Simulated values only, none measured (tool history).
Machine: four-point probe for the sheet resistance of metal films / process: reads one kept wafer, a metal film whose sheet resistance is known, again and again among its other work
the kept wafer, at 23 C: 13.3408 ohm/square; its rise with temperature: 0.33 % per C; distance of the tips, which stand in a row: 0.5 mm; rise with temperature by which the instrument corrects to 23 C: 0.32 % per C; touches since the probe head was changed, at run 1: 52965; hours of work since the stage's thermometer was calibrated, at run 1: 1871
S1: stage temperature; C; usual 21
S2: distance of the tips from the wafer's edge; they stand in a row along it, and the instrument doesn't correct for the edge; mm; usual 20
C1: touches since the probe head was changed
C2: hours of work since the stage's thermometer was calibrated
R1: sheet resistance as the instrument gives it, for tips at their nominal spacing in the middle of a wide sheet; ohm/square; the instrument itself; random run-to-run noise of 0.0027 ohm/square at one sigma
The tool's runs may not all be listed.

run,hour,S1,S2,C1,C2,R1
1,0,21,20,52965,1871,13.315198
2,30.4,26,20,53790,1884,13.322882
# hour 63.7: stage's thermometer calibrated
3,66.6,21,20,54758,1,13.295608
4,96.3,21,20,55564,14,13.295916
5,128.1,21,20,56427,27,13.299578
6,188.7,21,20,58071,53,13.296181
7,238.5,21,20,59422,74,13.292949
8,299.7,21,20,61083,100,13.289399
9,325.4,21,20,61780,111,13.292698
10,350.9,19,5,62473,122,13.357777
11,375.6,21,57,63143,133,13.286908
12,428.9,24,12,64588,155,13.300218
13,480.6,24,12,65991,177,13.298973
14,513.3,24,12,66878,191,13.30308
15,555,24,12,68008,209,13.300722

Alternative continuations, all from the tool just after run 15; predict every row:
A,603.8,21,12,69333,230,?
B,603.8,34,15,69333,230,?
C,603.8,29,20,69333,230,?

run,R1
A,13.299371
B,13.309794
C,13.29868
What these runs would have given with no unlogged condition in the tool:
run,R1
A,13.354336
B,13.36478
C,13.35363
